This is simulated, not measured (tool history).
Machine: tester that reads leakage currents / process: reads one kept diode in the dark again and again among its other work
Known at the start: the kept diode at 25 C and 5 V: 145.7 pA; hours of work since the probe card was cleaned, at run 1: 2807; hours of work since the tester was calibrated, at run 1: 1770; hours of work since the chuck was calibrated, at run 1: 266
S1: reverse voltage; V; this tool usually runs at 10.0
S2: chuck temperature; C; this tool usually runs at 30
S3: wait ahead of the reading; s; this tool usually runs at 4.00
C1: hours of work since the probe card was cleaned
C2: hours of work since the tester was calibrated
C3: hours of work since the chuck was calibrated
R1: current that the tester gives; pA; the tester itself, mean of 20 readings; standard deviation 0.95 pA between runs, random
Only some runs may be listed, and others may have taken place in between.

run,day,S1,S2,S3,C1,C2,C3,R1
1,0.000,10.0,30,4.00,2807,1770,266,315.88
2,2.929,10.0,30,4.00,2860,1823,318,314.02
# day 6.129: probe card cleaned and baked
3,7.283,10.0,30,4.00,21,1899,395,311.25
4,10.483,10.0,30,4.00,78,1956,452,310.54
5,13.667,10.0,30,4.00,136,2014,509,310.10
6,16.617,10.0,30,4.00,189,2067,562,309.38
7,19.096,10.0,30,4.00,233,2111,607,308.38
8,21.421,10.0,30,4.00,275,2153,649,308.33
9,25.008,6.9,30,4.00,340,2218,713,245.97
10,28.521,6.9,30,4.00,403,2281,777,246.19
11,32.846,10.0,58,4.00,481,2359,854,1861.14
12,35.192,10.0,58,4.00,523,2401,897,1844.33
13,39.383,10.0,58,4.00,598,2476,972,1848.69
14,41.358,10.0,30,4.10,634,2512,1008,305.13
15,44.800,10.0,30,4.10,696,2574,1069,303.35
16,47.792,8.5,40,9.32,749,2627,1123,546.42
17,49.767,8.5,40,9.32,785,2663,1159,545.09
18,53.238,8.5,40,9.32,847,2725,1221,544.01
19,56.708,12.3,21,0.32,910,2788,1284,190.19
20,58.608,16.4,22,0.69,944,2822,1318,235.29
21,61.996,16.8,22,1.68,1005,2883,1379,234.56
22,64.421,16.8,22,1.68,1049,2927,1422,234.90
23,68.325,16.8,22,1.68,1119,2997,1493,234.29
24,71.558,16.8,22,1.68,1177,3055,1551,233.93
25,73.321,19.7,41,1.63,1209,3087,1582,953.01

Across each entry between runs, compare the hidden state at the last listed run before it with the hidden state at the first listed run after it:
Run 2 -> run 3: probe card cleaned and baked (day 6.129)
  stray current of the dirty probe card, pA a volt: 0.333 -> 0.027; current scale over the true one, %: 0.47 -> 0.49; true chuck temperature over the reading, C: -0.28 -> -0.31
  measured result minus the result with no hidden state, R1: -1.42 -> -5.17 pA

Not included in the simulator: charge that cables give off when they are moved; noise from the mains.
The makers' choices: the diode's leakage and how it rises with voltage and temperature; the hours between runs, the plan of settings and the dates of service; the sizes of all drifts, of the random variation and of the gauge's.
